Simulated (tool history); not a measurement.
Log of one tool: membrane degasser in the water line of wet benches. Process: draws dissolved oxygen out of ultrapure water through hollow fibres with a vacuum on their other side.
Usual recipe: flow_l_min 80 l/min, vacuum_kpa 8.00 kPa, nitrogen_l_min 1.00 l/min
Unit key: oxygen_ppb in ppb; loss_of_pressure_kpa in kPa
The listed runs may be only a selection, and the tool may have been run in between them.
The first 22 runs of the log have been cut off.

run,hour,flow_l_min,vacuum_kpa,nitrogen_l_min,oxygen_ppb,loss_of_pressure_kpa
23,2534.3,80,16.36,0.71,1857.0,52.58
24,2672.3,80,16.36,0.71,1845.1,52.55
25,2833.4,116,10.59,1.00,1149.5,76.32
26,2918.5,103,12.88,0.76,1599.6,67.55
27,3004.2,74,6.15,0.76,454.9,49.16
28,3129.7,74,6.15,0.48,576.3,48.61
29,3291.1,121,9.51,1.87,714.6,80.35
30,3443.0,67,17.62,1.00,1499.8,44.22
31,3594.7,100,15.60,1.00,1668.7,65.89
32,3747.7,100,15.60,1.00,1671.2,65.94

Alternative continuations, all from the tool just after run 32; predict every row:
A,3885.4,100,7.20,1.00,?,?
B,3885.4,73,15.58,0.41,?,?
C,3885.4,70,8.00,1.00,?,?
D,3885.4,102,10.48,1.00,?,?

run,oxygen_ppb,loss_of_pressure_kpa
A,621.2,66.55
B,2244.4,48.88
C,569.1,46.24
D,1069.5,67.23
Without the tool's unlogged condition, the same runs would have read:
run,oxygen_ppb,loss_of_pressure_kpa
A,598.7,65.10
B,2234.7,47.82
C,552.1,45.22
D,1049.9,65.76
